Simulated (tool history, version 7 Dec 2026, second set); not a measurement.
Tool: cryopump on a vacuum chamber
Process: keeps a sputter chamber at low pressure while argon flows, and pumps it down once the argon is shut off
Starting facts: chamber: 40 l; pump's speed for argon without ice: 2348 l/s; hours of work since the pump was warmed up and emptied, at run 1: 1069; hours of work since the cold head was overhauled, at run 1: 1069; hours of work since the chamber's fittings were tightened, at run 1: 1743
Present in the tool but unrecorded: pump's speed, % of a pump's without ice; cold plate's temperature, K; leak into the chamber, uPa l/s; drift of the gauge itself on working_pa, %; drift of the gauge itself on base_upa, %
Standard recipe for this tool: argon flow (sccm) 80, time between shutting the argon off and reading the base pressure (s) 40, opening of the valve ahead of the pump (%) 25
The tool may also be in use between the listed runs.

run,hour,argon flow (sccm),time between shutting the argon off and reading the base pressure (s),opening of the valve ahead of the pump (%),hours of work since the pump was warmed up and emptied,hours of work since the cold head was overhauled,hours of work since the chamber's fittings were tightened,pressure while argon flows (Pa),pressure after the wait (uPa)
1,0.0,80,40,25,1069,1069,1743,0.2477,2.00
# hour 51.3: pump warmed up, emptied and cooled again
2,90.3,80,40,54,29,1133,1806,0.1088,1.87
3,176.4,80,40,54,93,1197,1871,0.1090,1.85
4,216.0,80,40,54,123,1226,1900,0.1096,1.90
5,292.8,80,40,54,180,1284,1957,0.1099,1.86
6,383.7,80,40,31,248,1351,2025,0.1875,1.92
7,466.3,80,40,31,309,1413,2087,0.1903,1.94
8,547.1,80,40,31,370,1473,2147,0.1902,2.04

What will run 9 give?
9,638.5,34,40,25,438,1541,2215,?,?

pressure while argon flows (Pa): 0.1017
pressure after the wait (uPa): 2.02
With no hidden state in the tool, this same run would have given pressure while argon flows (Pa) 0.0990, pressure after the wait (uPa) 1.56.
